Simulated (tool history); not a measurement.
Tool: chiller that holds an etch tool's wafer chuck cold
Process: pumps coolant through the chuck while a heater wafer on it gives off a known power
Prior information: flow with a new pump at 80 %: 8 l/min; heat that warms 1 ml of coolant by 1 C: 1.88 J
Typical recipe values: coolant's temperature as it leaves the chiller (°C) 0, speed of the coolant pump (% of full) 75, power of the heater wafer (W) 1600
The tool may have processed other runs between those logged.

| run | day | coolant's temperature as it leaves the chiller (°C) | speed of the coolant pump (% of full) | power of the heater wafer (W) | chuck's temperature once it has settled (°C) | how much warmer the coolant comes back (C) |
|---|---|---|---|---|---|---|
| 1 | 0 | 0 | 75 | 1600 | 18.3 | 6.91 |
| 2 | 1.171 | 0 | 75 | 1600 | 18.4 | 6.92 |
| 3 | 2.721 | 0 | 75 | 1600 | 18.4 | 6.89 |
| 4 | 4.088 | 0 | 75 | 1767 | 20.5 | 7.6 |
|  | 5.129 | coolant changed, channels flushed |
| 5 | 5.812 | 0 | 75 | 1767 | 20.2 | 7.55 |
| 6 | 6.95 | 0 | 75 | 1767 | 20.4 | 7.61 |
| 7 | 7.95 | -6 | 75 | 1600 | 12.2 | 6.82 |
| 8 | 9.521 | 0 | 75 | 2380 | 27.4 | 10.27 |
| 9 | 10.729 | 0 | 75 | 1911 | 22.1 | 8.17 |
| 10 | 11.817 | 0 | 75 | 1911 | 21.8 | 8.23 |
| 11 | 12.688 | 0 | 75 | 1601 | 18.4 | 6.92 |
| 12 | 13.404 | 0 | 75 | 1600 | 18.5 | 6.85 |
| 13 | 14.717 | 0 | 75 | 1600 | 18.4 | 6.86 |
| 14 | 16.225 | 0 | 75 | 1600 | 18.5 | 6.88 |
| 15 | 17.825 | -6 | 93 | 1600 | 9.4 | 5.35 |
| 16 | 19.017 | 7 | 61 | 1600 | 28.8 | 8.69 |
| 17 | 20.696 | 7 | 63 | 1600 | 28.3 | 8.41 |
| 18 | 21.788 | -7 | 64 | 1361 | 10.9 | 7.03 |
| 19 | 23.421 | -7 | 64 | 1361 | 10.7 | 7.01 |
| 20 | 24.225 | -7 | 64 | 1361 | 10.9 | 6.98 |
| 21 | 25.729 | -7 | 66 | 1361 | 10.3 | 6.81 |
| 22 | 26.954 | 1 | 66 | 887 | 12.4 | 4.45 |
| 23 | 28.483 | 1 | 63 | 981 | 13.9 | 5.13 |
| 24 | 29.8 | -2 | 63 | 849 | 9.1 | 4.39 |
| 25 | 30.854 | -2 | 63 | 849 | 9.1 | 4.45 |

3 ways to go on from here, each from the tool as it stands after run 25. What would each give?
| A | 32.296 | 0 | 71 | 849 | ? | ? |
| B | 32.296 | -8 | 63 | 1135 | ? | ? |
| C | 32.296 | -5 | 75 | 1600 | ? | ? |

| run | chuck's temperature once it has settled (°C) | how much warmer the coolant comes back (C) |
|---|---|---|
| A | 10.3 | 3.86 |
| B | 7.2 | 6 |
| C | 13.7 | 6.9 |
What these runs would have given with no unlogged condition in the tool:
| run | chuck's temperature once it has settled (°C) | how much warmer the coolant comes back (C) |
|---|---|---|
| A | 10.2 | 3.86 |
| B | 7.2 | 6 |
| C | 13.7 | 6.9 |
